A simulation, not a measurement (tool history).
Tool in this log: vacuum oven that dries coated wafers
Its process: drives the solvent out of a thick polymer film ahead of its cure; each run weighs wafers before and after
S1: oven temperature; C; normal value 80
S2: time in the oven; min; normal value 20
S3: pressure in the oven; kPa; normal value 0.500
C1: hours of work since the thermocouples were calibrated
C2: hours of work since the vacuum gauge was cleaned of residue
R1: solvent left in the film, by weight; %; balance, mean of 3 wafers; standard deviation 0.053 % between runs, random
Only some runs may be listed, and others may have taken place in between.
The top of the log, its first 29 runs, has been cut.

run	hour	S1	S2	S3	C1	C2	R1
30	322.6	76	33	1.258	53	553	3.40
31	330.2	67	30	1.258	57	558	6.48
# hour 334.6: oven's thermocouples calibrated, once more
32	345.0	79	28	0.442	7	566	2.15
33	353.0	79	29	0.684	12	572	2.16
34	363.2	80	20	1.877	19	578	4.09
35	372.5	65	20	0.411	25	584	7.20
36	387.6	91	34	1.391	34	594	0.94
37	396.8	92	35	0.706	40	600	0.61
38	409.3	92	35	0.706	48	608	0.55

Consider 3 possible next runs. They are alternatives, not a sequence: every one starts from the tool as it was left by run 38. What does each give?
A	422.9	68	26	0.299	57	617	?
B	422.9	78	11	0.494	57	617	?
C	422.9	80	28	0.500	57	617	?

run	R1
A	5.23
B	6.08
C	2.06
The same runs, with their run-to-run variation unchanged, on a tool lacking any hidden condition would have given:
run	R1
A	4.98
B	5.92
C	1.85

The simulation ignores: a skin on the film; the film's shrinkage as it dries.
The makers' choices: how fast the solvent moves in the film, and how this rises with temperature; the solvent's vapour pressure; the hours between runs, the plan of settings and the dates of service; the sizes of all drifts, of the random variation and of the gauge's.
